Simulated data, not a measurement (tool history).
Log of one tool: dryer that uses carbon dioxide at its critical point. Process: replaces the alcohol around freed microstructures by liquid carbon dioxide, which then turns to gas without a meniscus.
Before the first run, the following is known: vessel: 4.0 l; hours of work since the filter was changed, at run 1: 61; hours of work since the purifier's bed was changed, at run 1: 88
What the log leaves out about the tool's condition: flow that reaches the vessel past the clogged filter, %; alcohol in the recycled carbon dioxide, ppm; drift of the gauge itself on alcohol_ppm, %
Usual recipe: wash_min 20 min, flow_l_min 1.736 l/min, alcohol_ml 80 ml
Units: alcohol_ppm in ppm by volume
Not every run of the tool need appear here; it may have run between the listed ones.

run	hour	wash_min	flow_l_min	alcohol_ml	hours of work since the filter was changed	hours of work since the purifier's bed was changed	alcohol_ppm
1	0	20	1.736	80	61	88	16
2	23.2	20	1.99	80	74	101	22
3	46.2	20	1.99	80	87	114	18
4	71.5	17	1.736	80	101	128	38
5	90.4	17	1.48	80	111	138	58
6	112.7	17	1.48	80	123	150	68
7	132.4	17	1.48	69	134	161	61
8	154.1	20	2.34	80	146	173	22
9	164.7	20	2.34	80	151	178	21
10	180.2	20	1.736	80	160	187	31
11	194.2	20	1.736	80	167	194	42
12	217.9	20	1.736	80	180	207	38
13	231.4	20	1.736	39	188	215	36
14	249.4	20	1.736	39	198	225	37
15	271.5	20	1.736	39	210	237	33
16	290.3	20	2.51	80	220	247	28
17	314.6	20	1.736	80	233	260	37
18	329.2	13	1.736	80	241	268	124
19	350.1	13	1.736	80	252	280	123
20	363.8	22	1.71	65	260	287	40
21	383.4	22	1.41	48	271	298	43
22	393.8	22	2.3	37	276	303	34
23	413.8	22	2.3	37	287	314	42
24	428.6	20	1.46	33	295	322	59
25	447.9	20	1.16	33	306	333	79
26	464.7	20	1.16	33	315	342	71
27	485.3	18	1.55	105	326	353	75
28	501.4	18	1.55	105	335	362	71
29	521.7	20	1.736	112	346	373	59
30	537.3	17	1.27	29	355	382	78
31	560.5	16	1.736	46	367	394	58
32	584.9	16	2.3	21	381	408	55
33	609.7	16	2.3	21	394	421	58
34	630.9	19	1.11	40	406	433	111
35	655	30	1.62	40	419	446	45
36	668.4	20	1.736	60	426	453	57

Alternative continuations, all from the tool just after run 36; predict every row:
A	693.2	13	1.31	80	440	467	?
B	693.2	20	1.99	60	440	467	?
C	693.2	20	2.46	80	440	467	?
D	693.2	19	1.736	80	440	467	?

run	alcohol_ppm
A	397
B	63
C	51
D	57
With no hidden state in the tool, these same runs would have given:
run	alcohol_ppm
A	279
B	14
C	2
D	6
